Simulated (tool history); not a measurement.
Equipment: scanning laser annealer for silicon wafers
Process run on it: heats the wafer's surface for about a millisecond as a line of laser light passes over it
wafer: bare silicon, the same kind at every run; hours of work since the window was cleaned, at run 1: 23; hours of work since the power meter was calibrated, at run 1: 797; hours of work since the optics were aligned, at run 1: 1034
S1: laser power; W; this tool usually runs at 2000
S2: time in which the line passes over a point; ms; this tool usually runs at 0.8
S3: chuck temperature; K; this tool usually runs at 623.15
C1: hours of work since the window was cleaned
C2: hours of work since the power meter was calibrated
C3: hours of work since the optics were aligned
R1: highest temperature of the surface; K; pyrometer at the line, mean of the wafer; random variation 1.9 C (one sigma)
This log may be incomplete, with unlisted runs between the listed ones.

| run | hour | S1 | S2 | S3 | C1 | C2 | C3 | R1 |
|---|---|---|---|---|---|---|---|---|
| 1 | 0 | 2000 | 0.8 | 623.15 | 23 | 797 | 1034 | 1474.15 |
| 2 | 27.7 | 2000 | 0.8 | 623.15 | 42 | 816 | 1053 | 1474.15 |
| 3 | 55.2 | 2000 | 0.8 | 623.15 | 61 | 835 | 1072 | 1471.15 |
| 4 | 77.3 | 2000 | 0.8 | 623.15 | 76 | 850 | 1087 | 1472.15 |
| 5 | 103.9 | 2000 | 0.8 | 623.15 | 94 | 868 | 1105 | 1475.15 |
| 6 | 128.5 | 2000 | 0.8 | 623.15 | 111 | 885 | 1122 | 1472.15 |
|  | 159.2 | optics aligned, line set to its width |
| 7 | 159.9 | 2000 | 0.8 | 623.15 | 129 | 903 | 0 | 1473.15 |
| 8 | 176.4 | 2000 | 0.699 | 623.15 | 140 | 914 | 12 | 1407.15 |
| 9 | 191.8 | 2000 | 0.627 | 623.15 | 151 | 925 | 22 | 1360.15 |
| 10 | 209.7 | 1868 | 0.8 | 623.15 | 163 | 937 | 34 | 1407.15 |
| 11 | 235.5 | 1868 | 0.8 | 623.15 | 180 | 954 | 52 | 1409.15 |
| 12 | 264.1 | 2000 | 0.8 | 623.15 | 200 | 974 | 72 | 1475.15 |
| 13 | 279.7 | 2000 | 0.8 | 623.15 | 211 | 985 | 82 | 1472.15 |
| 14 | 308.8 | 2000 | 0.8 | 623.15 | 230 | 1004 | 102 | 1473.15 |
| 15 | 325 | 2000 | 0.8 | 632.15 | 241 | 1015 | 113 | 1481.15 |
| 16 | 344.7 | 2000 | 0.8 | 632.15 | 255 | 1029 | 127 | 1483.15 |
| 17 | 363.1 | 2000 | 0.8 | 632.15 | 267 | 1041 | 139 | 1483.15 |
| 18 | 391.8 | 2000 | 0.8 | 632.15 | 287 | 1061 | 159 | 1485.15 |
| 19 | 416 | 2000 | 0.808 | 623.15 | 304 | 1078 | 175 | 1478.15 |
| 20 | 444.2 | 2000 | 0.8 | 623.15 | 323 | 1097 | 194 | 1473.15 |
| 21 | 468.4 | 2000 | 0.593 | 622.15 | 339 | 1113 | 211 | 1335.15 |
| 22 | 493.6 | 2017 | 0.697 | 594.15 | 357 | 1131 | 228 | 1388.15 |
| 23 | 520.1 | 2000 | 0.588 | 623.15 | 375 | 1149 | 246 | 1333.15 |
| 24 | 541.7 | 1827 | 0.944 | 612.15 | 389 | 1163 | 261 | 1453.15 |
| 25 | 556.1 | 1827 | 0.944 | 612.15 | 399 | 1173 | 271 | 1452.15 |
| 26 | 568 | 2005 | 0.8 | 636.15 | 407 | 1181 | 279 | 1489.15 |
| 27 | 585 | 1743 | 0.97 | 634.15 | 419 | 1193 | 291 | 1438.15 |
| 28 | 596.8 | 2084 | 0.856 | 640.15 | 427 | 1201 | 299 | 1567.15 |
| 29 | 610.5 | 2000 | 0.579 | 623.15 | 436 | 1210 | 308 | 1326.15 |
| 30 | 629 | 2000 | 0.579 | 655.15 | 449 | 1223 | 321 | 1361.15 |
| 31 | 646.7 | 1937 | 0.777 | 589.15 | 461 | 1235 | 333 | 1391.15 |
| 32 | 661 | 2049 | 0.777 | 589.15 | 471 | 1245 | 343 | 1447.15 |
| 33 | 676.2 | 2036 | 0.687 | 584.15 | 481 | 1255 | 353 | 1375.15 |
| 34 | 703.4 | 2168 | 0.764 | 635.15 | 500 | 1274 | 371 | 1542.15 |
| 35 | 731.1 | 2168 | 0.764 | 635.15 | 519 | 1293 | 390 | 1540.15 |
| 36 | 749.8 | 2111 | 0.704 | 623.15 | 531 | 1305 | 403 | 1464.15 |
| 37 | 777.4 | 2000 | 0.8 | 658.15 | 550 | 1324 | 422 | 1507.15 |
| 38 | 798.8 | 2000 | 0.8 | 658.15 | 565 | 1339 | 437 | 1506.15 |
| 39 | 826 | 1924 | 0.8 | 651.15 | 583 | 1357 | 455 | 1461.15 |

Forecast run 40:
| 40 | 839.4 | 2000 | 0.875 | 623.15 | 593 | 1367 | 464 | ? |

Run 40 produced R1 1517.15 K.
Were there no unlogged condition in the tool, this run, its random variation unchanged, would have produced R1 1518.15 K.
